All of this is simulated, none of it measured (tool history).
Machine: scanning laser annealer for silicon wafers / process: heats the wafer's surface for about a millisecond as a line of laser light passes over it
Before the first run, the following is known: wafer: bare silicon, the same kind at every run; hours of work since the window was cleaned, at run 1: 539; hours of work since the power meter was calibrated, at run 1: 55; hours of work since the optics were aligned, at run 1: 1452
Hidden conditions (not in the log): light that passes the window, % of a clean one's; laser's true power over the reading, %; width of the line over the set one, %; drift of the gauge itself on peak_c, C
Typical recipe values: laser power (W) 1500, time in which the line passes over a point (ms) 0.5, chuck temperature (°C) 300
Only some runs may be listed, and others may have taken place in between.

run,hour,laser power (W),time in which the line passes over a point (ms),chuck temperature (°C),hours of work since the window was cleaned,hours of work since the power meter was calibrated,hours of work since the optics were aligned,highest temperature of the surface (°C)
1,0,1500,0.5,300,539,55,1452,1067
2,13.1,1493,0.5,300,546,61,1458,1061
3,34.2,1493,0.5,300,556,71,1468,1062
4,55.5,1493,0.5,300,566,82,1478,1063
5,77,1493,0.5,300,577,92,1489,1060
# hour 91.7: optics aligned, line set to its width
6,98.4,1493,0.5,300,585,100,3,1066
7,113.8,1500,0.5,300,592,107,11,1064
8,137.1,1500,0.5,300,603,119,22,1066
9,148.1,1500,0.5,300,609,124,27,1066
10,170.2,1500,0.353,300,619,135,38,942
11,182.4,1500,0.607,300,625,140,44,1148
12,199.2,1500,0.5,300,633,149,52,1066
# hour 211.3: window over the wafer cleaned
13,222,1500,0.5,300,5,159,62,1067
14,244,1500,0.5,300,16,169,73,1065
15,264.4,1500,0.5,300,26,179,83,1067
16,276.9,1500,0.414,300,32,185,89,994
17,301,1500,0.5,300,43,197,100,1067
18,314.8,1500,0.488,300,50,204,107,1057
19,333.2,1645,0.488,300,59,212,116,1132
20,355.5,1645,0.488,300,70,223,127,1132
21,377.4,1645,0.488,300,80,234,137,1132
22,397,1557,0.488,300,90,243,147,1084
23,418.9,1557,0.488,300,100,254,157,1086
24,431.3,1557,0.488,300,106,260,163,1086
25,449.2,1363,0.532,300,115,269,172,1013
26,460.8,1363,0.532,300,121,274,178,1014
27,481.1,1497,0.609,340,131,284,187,1186
28,493.9,1497,0.395,340,137,290,194,1015
29,504.9,1412,0.48,300,142,296,199,1003
30,516.2,1536,0.502,300,148,301,204,1088
31,538,1533,0.5,272,158,312,215,1056
32,551.4,1512,0.544,269,165,318,221,1076
33,568.7,1512,0.544,269,173,326,230,1078
34,590.1,1500,0.536,338,183,337,240,1134
35,605.8,1467,0.444,313,191,344,248,1016
36,620.1,1578,0.444,283,198,351,255,1038
37,639.2,1578,0.444,283,207,360,264,1045
38,650.5,1578,0.45,283,213,366,269,1048
39,667.3,1499,0.447,266,221,374,277,989
40,677.1,1467,0.5,318,225,379,282,1070
41,700.8,1602,0.5,326,237,390,294,1149

Entry by entry between the runs, the difference in hidden state between the last listed run before and the first listed run after:
Runs 5 to 6: optics aligned, line set to its width (hour 91.7)
  width of the line over the set one, %: 0.09 -> 0.01
Runs 12 to 13: window over the wafer cleaned (hour 211.3)
  light that passes the window, % of a clean one's: 99.93 -> 99.98

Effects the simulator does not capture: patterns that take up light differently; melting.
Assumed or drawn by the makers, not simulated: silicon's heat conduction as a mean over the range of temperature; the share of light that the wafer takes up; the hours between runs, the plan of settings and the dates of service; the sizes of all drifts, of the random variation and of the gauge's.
